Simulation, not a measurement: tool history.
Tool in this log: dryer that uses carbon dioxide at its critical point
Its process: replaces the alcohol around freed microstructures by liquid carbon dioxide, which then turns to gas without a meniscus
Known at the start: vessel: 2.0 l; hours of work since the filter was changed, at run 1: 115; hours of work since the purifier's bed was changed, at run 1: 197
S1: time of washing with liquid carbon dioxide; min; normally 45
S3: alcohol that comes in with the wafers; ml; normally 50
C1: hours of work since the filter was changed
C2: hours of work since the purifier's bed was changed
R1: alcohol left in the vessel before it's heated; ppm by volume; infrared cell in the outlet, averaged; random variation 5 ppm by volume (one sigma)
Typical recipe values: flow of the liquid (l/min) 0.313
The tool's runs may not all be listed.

run 1 hour=0.0 | S1=45 flow_of_the_liquid_(l/min)=0.313 S3=50 | C1=115 C2=197 | R1=54
run 2 hour=53.9 | S1=45 flow_of_the_liquid_(l/min)=0.313 S3=50 | C1=136 C2=218 | R1=66
run 3 hour=87.0 | S1=45 flow_of_the_liquid_(l/min)=0.313 S3=50 | C1=150 C2=231 | R1=69
run 4 hour=152.7 | S1=45 flow_of_the_liquid_(l/min)=0.313 S3=50 | C1=176 C2=257 | R1=66
run 5 hour=200.5 | S1=45 flow_of_the_liquid_(l/min)=0.313 S3=50 | C1=194 C2=276 | R1=83
run 6 hour=246.4 | S1=45 flow_of_the_liquid_(l/min)=0.313 S3=50 | C1=213 C2=294 | R1=72
run 7 hour=307.8 | S1=45 flow_of_the_liquid_(l/min)=0.313 S3=50 | C1=237 C2=318 | R1=71
run 8 hour=361.0 | S1=45 flow_of_the_liquid_(l/min)=0.313 S3=50 | C1=258 C2=339 | R1=79
run 9 hour=396.8 | S1=45 flow_of_the_liquid_(l/min)=0.313 S3=50 | C1=272 C2=353 | R1=91
run 10 hour=437.9 | S1=45 flow_of_the_liquid_(l/min)=0.313 S3=50 | C1=288 C2=370 | R1=89
run 11 hour=475.8 | S1=45 flow_of_the_liquid_(l/min)=0.313 S3=28 | C1=303 C2=385 | R1=64
run 12 hour=518.8 | S1=45 flow_of_the_liquid_(l/min)=0.313 S3=28 | C1=320 C2=401 | R1=53
run 13 hour=549.3 | S1=45 flow_of_the_liquid_(l/min)=0.313 S3=50 | C1=332 C2=414 | R1=89
run 14 hour=582.1 | S1=45 flow_of_the_liquid_(l/min)=0.313 S3=50 | C1=345 C2=427 | R1=108
run 15 hour=642.5 | S1=45 flow_of_the_liquid_(l/min)=0.313 S3=50 | C1=369 C2=450 | R1=99
run 16 hour=673.5 | S1=38 flow_of_the_liquid_(l/min)=0.313 S3=50 | C1=381 C2=463 | R1=230
run 17 hour=714.5 | S1=38 flow_of_the_liquid_(l/min)=0.313 S3=50 | C1=397 C2=479 | R1=238
run 18 hour=774.1 | S1=38 flow_of_the_liquid_(l/min)=0.313 S3=50 | C1=421 C2=502 | R1=252
run 19 hour=837.5 | S1=38 flow_of_the_liquid_(l/min)=0.313 S3=50 | C1=446 C2=527 | R1=253
-- hour=864.1 inlet filter changed
run 20 hour=900.9 | S1=39 flow_of_the_liquid_(l/min)=0.330 S3=50 | C1=15 C2=552 | R1=97
run 21 hour=962.9 | S1=45 flow_of_the_liquid_(l/min)=0.280 S3=50 | C1=39 C2=577 | R1=103
run 22 hour=990.4 | S1=45 flow_of_the_liquid_(l/min)=0.280 S3=50 | C1=50 C2=587 | R1=101
run 23 hour=1039.5 | S1=47 flow_of_the_liquid_(l/min)=0.313 S3=75 | C1=69 C2=607 | R1=74
run 24 hour=1078.6 | S1=65 flow_of_the_liquid_(l/min)=0.411 S3=33 | C1=85 C2=622 | R1=28
run 25 hour=1145.4 | S1=39 flow_of_the_liquid_(l/min)=0.452 S3=34 | C1=111 C2=649 | R1=29
run 26 hour=1198.3 | S1=52 flow_of_the_liquid_(l/min)=0.387 S3=33 | C1=132 C2=670 | R1=30
run 27 hour=1234.3 | S1=53 flow_of_the_liquid_(l/min)=0.368 S3=89 | C1=146 C2=684 | R1=33
run 28 hour=1288.2 | S1=51 flow_of_the_liquid_(l/min)=0.313 S3=93 | C1=168 C2=705 | R1=78
run 29 hour=1333.9 | S1=51 flow_of_the_liquid_(l/min)=0.313 S3=93 | C1=186 C2=723 | R1=69
run 30 hour=1363.5 | S1=51 flow_of_the_liquid_(l/min)=0.313 S3=37 | C1=197 C2=735 | R1=37

Each row is a separate what-if for the run after 30, all from the same tool condition, not one after another. Results?
run A hour=1398.1 | S1=43 flow_of_the_liquid_(l/min)=0.345 S3=50 | C1=211 C2=749 | R1=?
run B hour=1398.1 | S1=38 flow_of_the_liquid_(l/min)=0.251 S3=64 | C1=211 C2=749 | R1=?
run C hour=1398.1 | S1=45 flow_of_the_liquid_(l/min)=0.313 S3=115 | C1=211 C2=749 | R1=?

run=A R1=75
run=B R1=534
run=C R1=171
Without the tool's hidden state the same runs would have given:
run=A R1=32
run=B R1=367
run=C R1=93

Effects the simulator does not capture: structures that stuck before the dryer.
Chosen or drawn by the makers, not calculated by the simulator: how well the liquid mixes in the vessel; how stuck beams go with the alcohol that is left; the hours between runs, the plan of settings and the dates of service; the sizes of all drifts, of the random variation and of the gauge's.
